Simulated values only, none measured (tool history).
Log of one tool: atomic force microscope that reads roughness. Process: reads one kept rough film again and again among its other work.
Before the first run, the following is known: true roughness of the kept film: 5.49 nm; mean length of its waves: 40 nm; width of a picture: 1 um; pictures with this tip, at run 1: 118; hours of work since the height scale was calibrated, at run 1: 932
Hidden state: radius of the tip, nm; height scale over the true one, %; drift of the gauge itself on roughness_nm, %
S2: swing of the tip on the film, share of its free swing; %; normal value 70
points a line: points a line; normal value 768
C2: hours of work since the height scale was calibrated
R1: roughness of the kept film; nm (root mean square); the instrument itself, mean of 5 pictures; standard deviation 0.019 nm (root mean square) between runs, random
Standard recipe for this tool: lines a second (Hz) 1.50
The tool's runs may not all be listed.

run 1 hour=0.0 | lines_a_second_(Hz)=1.50 S2=70 points_a_line=768 | pictures_with_this_tip=118 C2=932 | R1=4.224
run 2 hour=18.4 | lines_a_second_(Hz)=1.50 S2=70 points_a_line=389 | pictures_with_this_tip=141 C2=942 | R1=4.152
-- hour=37.1 new tip fitted
run 3 hour=41.2 | lines_a_second_(Hz)=1.50 S2=70 points_a_line=389 | pictures_with_this_tip=5 C2=954 | R1=4.665
run 4 hour=68.1 | lines_a_second_(Hz)=1.50 S2=70 points_a_line=389 | pictures_with_this_tip=39 C2=969 | R1=4.534
run 5 hour=107.5 | lines_a_second_(Hz)=1.50 S2=70 points_a_line=768 | pictures_with_this_tip=88 C2=990 | R1=4.368
run 6 hour=129.2 | lines_a_second_(Hz)=1.50 S2=58 points_a_line=768 | pictures_with_this_tip=115 C2=1002 | R1=4.536
run 7 hour=159.9 | lines_a_second_(Hz)=1.50 S2=70 points_a_line=768 | pictures_with_this_tip=153 C2=1019 | R1=4.173
-- hour=166.6 new tip fitted
run 8 hour=184.3 | lines_a_second_(Hz)=1.50 S2=70 points_a_line=768 | pictures_with_this_tip=22 C2=1032 | R1=4.619
run 9 hour=206.9 | lines_a_second_(Hz)=1.50 S2=70 points_a_line=768 | pictures_with_this_tip=50 C2=1044 | R1=4.516
run 10 hour=242.5 | lines_a_second_(Hz)=1.50 S2=70 points_a_line=768 | pictures_with_this_tip=94 C2=1064 | R1=4.357
run 11 hour=266.8 | lines_a_second_(Hz)=1.50 S2=70 points_a_line=986 | pictures_with_this_tip=125 C2=1077 | R1=4.301
-- hour=298.5 new tip fitted
run 12 hour=298.5 | lines_a_second_(Hz)=1.50 S2=70 points_a_line=986 | pictures_with_this_tip=0 C2=1094 | R1=4.712
run 13 hour=340.2 | lines_a_second_(Hz)=1.50 S2=70 points_a_line=986 | pictures_with_this_tip=52 C2=1117 | R1=4.546
run 14 hour=382.8 | lines_a_second_(Hz)=1.56 S2=70 points_a_line=986 | pictures_with_this_tip=105 C2=1141 | R1=4.372
run 15 hour=423.2 | lines_a_second_(Hz)=1.56 S2=70 points_a_line=986 | pictures_with_this_tip=155 C2=1163 | R1=4.207
-- hour=429.6 new tip fitted
run 16 hour=465.0 | lines_a_second_(Hz)=2.91 S2=83 points_a_line=986 | pictures_with_this_tip=44 C2=1185 | R1=3.585
-- hour=467.9 height scale calibrated on a step standard
run 17 hour=493.6 | lines_a_second_(Hz)=1.50 S2=70 points_a_line=938 | pictures_with_this_tip=79 C2=14 | R1=4.435
run 18 hour=530.9 | lines_a_second_(Hz)=0.84 S2=70 points_a_line=659 | pictures_with_this_tip=125 C2=35 | R1=4.478
run 19 hour=559.1 | lines_a_second_(Hz)=2.75 S2=79 points_a_line=494 | pictures_with_this_tip=160 C2=50 | R1=3.552
-- hour=564.3 height scale calibrated on a step standard, once more
-- hour=564.8 new tip fitted
run 20 hour=585.4 | lines_a_second_(Hz)=1.22 S2=86 points_a_line=768 | pictures_with_this_tip=25 C2=11 | R1=4.218
run 21 hour=613.6 | lines_a_second_(Hz)=1.22 S2=86 points_a_line=768 | pictures_with_this_tip=60 C2=27 | R1=4.083
run 22 hour=651.9 | lines_a_second_(Hz)=2.12 S2=75 points_a_line=312 | pictures_with_this_tip=108 C2=48 | R1=3.962
run 23 hour=685.1 | lines_a_second_(Hz)=1.21 S2=70 points_a_line=444 | pictures_with_this_tip=150 C2=66 | R1=4.228
-- hour=695.1 new tip fitted
run 24 hour=714.8 | lines_a_second_(Hz)=2.03 S2=70 points_a_line=871 | pictures_with_this_tip=25 C2=82 | R1=4.432
run 25 hour=749.3 | lines_a_second_(Hz)=2.03 S2=70 points_a_line=871 | pictures_with_this_tip=68 C2=101 | R1=4.286
run 26 hour=786.4 | lines_a_second_(Hz)=2.06 S2=75 points_a_line=871 | pictures_with_this_tip=114 C2=121 | R1=3.993
run 27 hour=820.1 | lines_a_second_(Hz)=2.28 S2=57 points_a_line=871 | pictures_with_this_tip=156 C2=140 | R1=4.296
-- hour=826.9 new tip fitted
run 28 hour=865.1 | lines_a_second_(Hz)=2.28 S2=57 points_a_line=871 | pictures_with_this_tip=48 C2=164 | R1=4.632
run 29 hour=897.9 | lines_a_second_(Hz)=2.28 S2=57 points_a_line=871 | pictures_with_this_tip=89 C2=182 | R1=4.548

Branching from run 29: 5 alternative next runs. What would each branch give?
run A hour=936.5 | lines_a_second_(Hz)=3.65 S2=63 points_a_line=768 | pictures_with_this_tip=137 C2=203 | R1=?
run B hour=936.5 | lines_a_second_(Hz)=0.54 S2=89 points_a_line=871 | pictures_with_this_tip=137 C2=203 | R1=?
run C hour=936.5 | lines_a_second_(Hz)=0.73 S2=63 points_a_line=329 | pictures_with_this_tip=137 C2=203 | R1=?
run D hour=936.5 | lines_a_second_(Hz)=2.28 S2=72 points_a_line=282 | pictures_with_this_tip=137 C2=203 | R1=?
run E hour=936.5 | lines_a_second_(Hz)=3.00 S2=62 points_a_line=446 | pictures_with_this_tip=137 C2=203 | R1=?

run=A R1=3.998
run=B R1=4.235
run=C R1=4.458
run=D R1=3.899
run=E R1=4.133
Had the tool no hidden state, the same runs would have come out as:
run=A R1=4.420
run=B R1=4.680
run=C R1=4.927
run=D R1=4.310
run=E R1=4.568

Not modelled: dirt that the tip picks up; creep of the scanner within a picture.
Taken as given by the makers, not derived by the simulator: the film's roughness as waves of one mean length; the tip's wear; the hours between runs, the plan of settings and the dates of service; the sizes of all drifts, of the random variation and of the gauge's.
